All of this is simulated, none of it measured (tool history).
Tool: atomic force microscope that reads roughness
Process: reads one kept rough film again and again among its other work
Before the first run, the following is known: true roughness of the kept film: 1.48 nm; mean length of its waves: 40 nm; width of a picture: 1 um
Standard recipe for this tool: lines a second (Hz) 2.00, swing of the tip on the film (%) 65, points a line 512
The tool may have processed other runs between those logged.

| run | hour | lines a second (Hz) | swing of the tip on the film (%) | points a line | roughness of the kept film (nm (root mean square)) |
|---|---|---|---|---|---|
| 1 | 0.0 | 2.00 | 65 | 512 | 1.300 |
| 2 | 19.5 | 2.00 | 75 | 512 | 1.212 |
| 3 | 42.6 | 2.00 | 75 | 512 | 1.199 |
| 4 | 68.2 | 2.00 | 71 | 512 | 1.238 |
| 5 | 97.5 | 2.00 | 71 | 512 | 1.209 |
|  | 103.3 | new tip fitted |
| 6 | 116.8 | 2.00 | 65 | 512 | 1.308 |
| 7 | 145.6 | 0.93 | 65 | 512 | 1.354 |
| 8 | 164.1 | 0.93 | 65 | 512 | 1.349 |
| 9 | 187.1 | 0.93 | 65 | 512 | 1.341 |

What does the tool deliver on the next run?
| 10 | 204.8 | 0.93 | 65 | 512 | ? |

Run 10 yielded roughness of the kept film (nm (root mean square)) 1.329.
With no hidden state in the tool, this same run would have given roughness of the kept film (nm (root mean square)) 1.375.

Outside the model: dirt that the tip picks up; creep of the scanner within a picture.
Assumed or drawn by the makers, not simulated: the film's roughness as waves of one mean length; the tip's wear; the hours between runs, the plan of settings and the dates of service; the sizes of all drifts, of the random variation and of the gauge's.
